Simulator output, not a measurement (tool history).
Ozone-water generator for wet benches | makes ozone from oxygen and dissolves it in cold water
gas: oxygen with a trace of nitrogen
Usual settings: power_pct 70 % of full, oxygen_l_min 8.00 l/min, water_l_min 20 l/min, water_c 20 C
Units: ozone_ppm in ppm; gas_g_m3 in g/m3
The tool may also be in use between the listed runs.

run    hour  power_pct  oxygen_l_min  water_l_min  water_c  ozone_ppm  gas_g_m3
  1     0.0         70          8.00           20       20       20.8     164.0
  2    60.8         70          8.00           20       20       20.8     164.7
  3   128.9         77          8.00           20       20       22.6     176.2
  4   215.6         77          8.00           20       20       22.6     178.9
  5   283.4         77         10.16           20       20       21.8     156.3
  6   326.2         77         10.16           20       20       21.7     156.1
  7   389.6         77         10.16           20       20       21.6     157.0
  8   434.0         77         10.16           20       20       21.7     155.8
  9   477.8         77         10.16           20       20       21.9     155.6
 10   550.9         77         10.16           20       20       21.5     156.3
 11   619.1         77         10.16           20       20       21.8     155.8
 12   680.1         77         10.16           20       20       21.8     153.4
 13   721.2         70          8.00           20       20       20.3     163.5
 14   774.1         70          8.00           20       20       20.5     161.1
 15   861.0         70          8.00           20       20       20.6     161.9
 16   902.8         69          8.00           20       20       20.2     159.5
 17   938.1         46          8.00           20       20       14.3     112.1
 18   981.8         66          7.59           12       20       27.3     156.0
 19  1041.8         70          8.00           20       13       23.1     160.8
 20  1119.1         70          8.00           20       13       22.9     161.8
     1129.8  -- contactor cleaned
 21  1196.0         70          8.00           20       13       22.4     162.5
 22  1243.4         70          8.00           19       20       21.0     160.3
 23  1322.3         70          6.59           20       21       19.8     179.1
 24  1391.3         57         10.77           20       20       16.1     115.1
 25  1433.1         57         10.77           20       20       16.2     114.9
 26  1468.0         57         10.77           20       17       17.3     115.1
 27  1511.2         57         14.32           20       14       17.3      97.1
     1525.8  -- contactor cleaned, once more
 28  1553.6         65         14.32           20       19       18.2     112.1
 29  1602.2         65         14.32           20       19       18.3     110.6
 30  1682.4         89          4.49           26       14       21.9     269.4
 31  1726.3         71         10.52           20       20       20.4     139.6
 32  1808.2         81          8.00           19       27       21.5     181.3

4 ways to go on from here, each from the tool as it stands after run 32. What would each give?
  A  1845.5         66         10.20           25       27          ?         ?
  B  1845.5         81          9.00           19       25          ?         ?
  C  1845.5         80         10.74           19       20          ?         ?
  D  1845.5         70          8.00           20       24          ?         ?

run  ozone_ppm  gas_g_m3
  A       14.2     133.3
  B       22.1     169.1
  C       23.4     154.2
  D       19.4     157.4
Without the tool's hidden state the same runs would have given:
run  ozone_ppm  gas_g_m3
  A       14.7     138.0
  B       23.1     176.4
  C       24.4     160.7
  D       20.2     163.4

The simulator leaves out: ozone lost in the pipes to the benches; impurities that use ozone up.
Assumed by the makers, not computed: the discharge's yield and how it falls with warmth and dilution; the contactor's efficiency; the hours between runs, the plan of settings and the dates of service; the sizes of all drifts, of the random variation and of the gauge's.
